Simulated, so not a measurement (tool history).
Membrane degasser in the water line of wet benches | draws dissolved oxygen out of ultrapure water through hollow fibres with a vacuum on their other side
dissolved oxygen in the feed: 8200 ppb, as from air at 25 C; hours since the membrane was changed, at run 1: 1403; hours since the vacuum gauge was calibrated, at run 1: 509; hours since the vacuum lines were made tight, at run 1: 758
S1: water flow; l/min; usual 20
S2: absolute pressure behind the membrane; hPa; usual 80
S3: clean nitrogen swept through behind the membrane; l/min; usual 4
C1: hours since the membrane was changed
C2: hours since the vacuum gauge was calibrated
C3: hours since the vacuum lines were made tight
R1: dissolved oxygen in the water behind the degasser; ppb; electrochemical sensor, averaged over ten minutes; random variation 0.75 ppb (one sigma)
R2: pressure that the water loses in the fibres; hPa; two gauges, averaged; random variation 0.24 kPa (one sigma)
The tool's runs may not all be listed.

| run | hour | S1 | S2 | S3 | C1 | C2 | C3 | R1 | R2 |
|---|---|---|---|---|---|---|---|---|---|
| 1 | 0 | 20 | 80 | 4 | 1403 | 509 | 758 | 68.2 | 617.5 |
| 2 | 36.9 | 20 | 80 | 4 | 1440 | 546 | 795 | 69.1 | 620.7 |
| 3 | 88.9 | 20 | 80 | 4 | 1492 | 598 | 847 | 69.2 | 624.9 |
| 4 | 132 | 19 | 80 | 4 | 1535 | 641 | 890 | 64.6 | 590.4 |
| 5 | 168.2 | 19 | 80 | 4 | 1571 | 677 | 926 | 64.1 | 587.8 |
| 6 | 192.9 | 20 | 80 | 4 | 1596 | 702 | 951 | 70.2 | 617.9 |
| 7 | 222.6 | 30 | 80 | 4 | 1626 | 732 | 981 | 160 | 933.3 |
| 8 | 250.2 | 30 | 80 | 3.92 | 1653 | 759 | 1008 | 165.5 | 931.3 |
| 9 | 282.3 | 20 | 80 | 4 | 1685 | 791 | 1040 | 69.6 | 622.5 |
| 10 | 313.8 | 20 | 80 | 2.2 | 1717 | 823 | 1072 | 114.4 | 621.2 |
| 11 | 347 | 20 | 80 | 2.2 | 1750 | 856 | 1105 | 115.5 | 619.8 |
| 12 | 396.3 | 20 | 80 | 10.21 | 1799 | 905 | 1154 | 34.4 | 622.2 |
| 13 | 428.6 | 20 | 79.7 | 4 | 1832 | 938 | 1187 | 69.8 | 621.8 |
| 14 | 471.4 | 20 | 79.7 | 4 | 1874 | 980 | 1229 | 69 | 620 |
| 15 | 514.2 | 20 | 79.7 | 4 | 1917 | 1023 | 1272 | 68.6 | 622.5 |
| 16 | 560.1 | 20 | 79.7 | 4 | 1963 | 1069 | 1318 | 70 | 624.2 |
| 17 | 609.8 | 20 | 79.7 | 4 | 2013 | 1119 | 1368 | 70.1 | 624.3 |
| 18 | 645.4 | 20 | 79.7 | 4 | 2048 | 1154 | 1403 | 67.7 | 624.3 |
| 19 | 686.9 | 20 | 79.7 | 4 | 2090 | 1196 | 1445 | 69 | 624.8 |
|  | 689.8 | vacuum gauge calibrated |
| 20 | 731.3 | 18 | 85.6 | 4 | 2134 | 41 | 1489 | 65.1 | 561.3 |
| 21 | 759 | 13 | 115.1 | 6.74 | 2162 | 69 | 1516 | 39.3 | 407.9 |
| 22 | 790.5 | 20 | 176.3 | 5.75 | 2193 | 101 | 1548 | 135.4 | 619.2 |
| 23 | 834.5 | 22 | 182.5 | 2.13 | 2237 | 145 | 1592 | 377 | 682.7 |
| 24 | 860.9 | 27 | 157.9 | 11.1 | 2263 | 171 | 1618 | 125.7 | 845.3 |
|  | 867.8 | vacuum gauge calibrated, once more |
| 25 | 903.1 | 26 | 68.9 | 4.95 | 2305 | 35 | 1660 | 91 | 806.5 |
| 26 | 941.4 | 12 | 80 | 4 | 2343 | 74 | 1698 | 36.9 | 372 |
| 27 | 984.9 | 12 | 80 | 4 | 2387 | 117 | 1742 | 36.4 | 374.9 |
| 28 | 1032 | 12 | 80 | 4 | 2434 | 164 | 1789 | 35.7 | 378.2 |
| 29 | 1070.7 | 12 | 80 | 4 | 2473 | 203 | 1828 | 37.5 | 373.6 |
| 30 | 1101.3 | 20 | 73.9 | 7.19 | 2503 | 233 | 1858 | 41.5 | 623.1 |
| 31 | 1144.4 | 13 | 74.6 | 11.59 | 2546 | 277 | 1901 | 13.3 | 404.1 |

Hidden state or all else? Some run-to-run changes of R1, split into what the settings, what came in and random variation would give without the hidden state, and what is left for the hidden state (with any gauge scatter that isn't in both results):
The hidden state here: membrane still open, %; true pressure behind the membrane over the reading, kPa; air that leaks in behind the membrane, l/min; drift of the gauge itself on oxygen_ppb, %; drift of the gauge itself on loss_of_pressure_kpa, %.
Run 6 -> 7: S1 20 -> 30. R1 +89.8 ppb: hidden state +3.3, all else +86.5.
Run 8 -> 9: S1 30 -> 20, S3 3.92 -> 4. R1 -95.9 ppb: hidden state -3.4, all else -92.5.
Run 21 -> 22: S1 13 -> 20, S2 115.1 -> 176.3, S3 6.74 -> 5.75. R1 +96.1 ppb: hidden state +1.5, all else +94.6.
Run 22 -> 23: S1 20 -> 22, S2 176.3 -> 182.5, S3 5.75 -> 2.13. R1 +241.6 ppb: hidden state +1.6, all else +240.
Run 23 -> 24: S1 22 -> 27, S2 182.5 -> 157.9, S3 2.13 -> 11.1. R1 -251.3 ppb: hidden state +0.9, all else -252.2.
Run 25 -> 26: S1 26 -> 12, S2 68.9 -> 80, S3 4.95 -> 4. R1 -54.1 ppb: hidden state -3.5, all else -50.6.
